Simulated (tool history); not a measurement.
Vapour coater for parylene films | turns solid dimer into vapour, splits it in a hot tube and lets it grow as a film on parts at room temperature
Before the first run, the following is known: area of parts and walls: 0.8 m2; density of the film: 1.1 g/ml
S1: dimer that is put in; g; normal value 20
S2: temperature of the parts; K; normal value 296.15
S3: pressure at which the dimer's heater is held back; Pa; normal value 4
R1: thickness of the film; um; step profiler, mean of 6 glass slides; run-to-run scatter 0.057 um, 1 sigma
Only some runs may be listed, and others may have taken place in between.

run,day,S1,S2,S3,R1
1,0,20,296.15,4,13.86
2,0.379,20,297.15,4,13.65
3,0.804,20,296.15,4,13.77
4,1.321,20,296.15,4,13.74
# day 1.554: trap's valve overhauled
5,1.979,20,296.15,4,13.52
6,2.275,20,296.15,6.43,12.17
7,2.946,20,296.15,6.43,12.09
8,3.671,20,296.15,6.43,12.08
9,4.129,20,296.15,8.88,11.2
# day 4.458: trap's valve overhauled, once more
10,4.888,20,308.15,4,12.11
11,5.379,20,308.15,4,12.06
12,6.021,20,308.15,4,12.02
13,6.692,20,308.15,4,12.04
14,7.092,20,296.15,4,14.68
15,7.608,20,301.15,4,13.54
16,8.071,20,301.15,4,13.45
17,8.5,20,304.15,4,12.86
18,9.108,22,296.15,4,16.02
19,9.425,20,296.15,4,14.44
20,10.154,19,296.15,4,13.8
21,10.529,19,296.15,4,13.8
22,10.992,20,296.15,4,14.43
23,11.421,26,296.15,4,18.82
24,11.933,20,304.15,4,12.71
25,12.354,33,292.15,3.01,27.14
26,12.75,20,296.15,2.7,15.62
27,13.329,20,296.15,2.7,15.71
28,13.767,35,299.15,2.04,27.87
29,14.362,17,294.15,4,12.52
30,15.038,17,294.15,4,12.56
31,15.683,17,294.15,4,12.43
32,15.983,23,302.15,4,14.87
33,16.667,8,300.15,2.23,6.07
34,17.254,10,298.15,5.63,6.38
35,17.954,10,298.15,5.63,6.3
36,18.588,34,294.15,4.58,23.83
37,19.312,21,292.15,3.83,15.85
38,20.025,11,290.15,3.83,8.56
39,20.625,11,290.15,3.83,8.59
40,21.346,20,296.15,3.89,14.04
41,21.846,20,300.15,5.47,12.13
42,22.158,12,296.15,4,8.3
43,22.704,20,296.15,6.22,12.51
44,23.254,20,299.15,3.54,13.52

Forecast each of these 4 alternatives for the next run:
A,23.896,16,296.15,4,?
B,23.896,20,295.15,4,?
C,23.896,8,299.15,8.83,?
D,23.896,10,302.15,3.54,?

run,R1
A,11.05
B,14.12
C,4.41
D,6.45
Without the tool's unlogged condition, the same runs would have read:
run,R1
A,11.94
B,15.25
C,4.77
D,6.97

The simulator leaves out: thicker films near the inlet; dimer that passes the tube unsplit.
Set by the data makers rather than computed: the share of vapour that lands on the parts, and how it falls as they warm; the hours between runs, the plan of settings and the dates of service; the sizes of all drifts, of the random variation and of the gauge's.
